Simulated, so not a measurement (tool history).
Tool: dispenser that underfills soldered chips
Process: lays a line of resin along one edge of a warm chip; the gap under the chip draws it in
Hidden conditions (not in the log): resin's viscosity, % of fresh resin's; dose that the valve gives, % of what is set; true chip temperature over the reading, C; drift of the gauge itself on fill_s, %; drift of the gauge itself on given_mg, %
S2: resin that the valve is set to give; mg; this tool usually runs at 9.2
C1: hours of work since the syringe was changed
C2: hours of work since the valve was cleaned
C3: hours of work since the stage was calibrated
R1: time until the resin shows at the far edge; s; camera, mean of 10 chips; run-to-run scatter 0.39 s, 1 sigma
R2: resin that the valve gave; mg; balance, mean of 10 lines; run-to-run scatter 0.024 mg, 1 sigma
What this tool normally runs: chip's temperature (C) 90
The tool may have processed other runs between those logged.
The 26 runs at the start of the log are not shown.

{"hour": 274.2, "done": "new syringe of resin"}
{"run": 27, "hour": 279.8, "chip's temperature (C)": 88, "S2": 8.34, "C1": 4, "C2": 106, "C3": 217, "R1": 36, "R2": 7.82}
{"hour": 285.1, "done": "dispensing valve cleaned and set on the balance"}
{"run": 28, "hour": 288.4, "chip's temperature (C)": 81, "S2": 8.32, "C1": 9, "C2": 2, "C3": 222, "R1": 62.2, "R2": 8.37}
{"hour": 290.4, "done": "new syringe of resin"}
{"run": 29, "hour": 299.3, "chip's temperature (C)": 81, "S2": 8.32, "C1": 6, "C2": 10, "C3": 230, "R1": 54.6, "R2": 8.3}
{"hour": 304.8, "done": "new syringe of resin"}
{"run": 30, "hour": 308.2, "chip's temperature (C)": 81, "S2": 8.32, "C1": 2, "C2": 15, "C3": 236, "R1": 43.8, "R2": 8.29}
{"hour": 319.4, "done": "new syringe of resin"}
{"run": 31, "hour": 320.5, "chip's temperature (C)": 90, "S2": 8.81, "C1": 1, "C2": 24, "C3": 244, "R1": 27.3, "R2": 8.69}
{"run": 32, "hour": 330.2, "chip's temperature (C)": 91, "S2": 9.76, "C1": 7, "C2": 30, "C3": 251, "R1": 38.3, "R2": 9.63}
{"hour": 334.4, "done": "new syringe of resin"}
{"run": 33, "hour": 339.7, "chip's temperature (C)": 91, "S2": 9.76, "C1": 4, "C2": 37, "C3": 257, "R1": 32.3, "R2": 9.59}
{"hour": 349.2, "done": "new syringe of resin"}
{"run": 34, "hour": 353.7, "chip's temperature (C)": 90, "S2": 8.25, "C1": 3, "C2": 46, "C3": 266, "R1": 32.7, "R2": 8.06}

Here are 3 independent what-if runs from the current tool condition. What would each one return?
{"hour": 364.7, "done": "new syringe of resin"}
{"run": "A", "hour": 365.8, "chip's temperature (C)": 89, "S2": 11.73, "C1": 1, "C2": 54, "C3": 274, "R1": "?", "R2": "?"}
{"hour": 364.7, "done": "new syringe of resin"}
{"run": "B", "hour": 365.8, "chip's temperature (C)": 81, "S2": 10.83, "C1": 1, "C2": 54, "C3": 274, "R1": "?", "R2": "?"}
{"hour": 364.7, "done": "new syringe of resin"}
{"run": "C", "hour": 365.8, "chip's temperature (C)": 104, "S2": 8.45, "C1": 1, "C2": 54, "C3": 274, "R1": "?", "R2": "?"}

run=A R1=28.8 R2=11.4
run=B R1=40 R2=10.53
run=C R1=16.5 R2=8.25
What these runs would have given with no unlogged condition in the tool:
run=A R1=25.9 R2=11.72
run=B R1=35.9 R2=10.83
run=C R1=14.9 R2=8.49

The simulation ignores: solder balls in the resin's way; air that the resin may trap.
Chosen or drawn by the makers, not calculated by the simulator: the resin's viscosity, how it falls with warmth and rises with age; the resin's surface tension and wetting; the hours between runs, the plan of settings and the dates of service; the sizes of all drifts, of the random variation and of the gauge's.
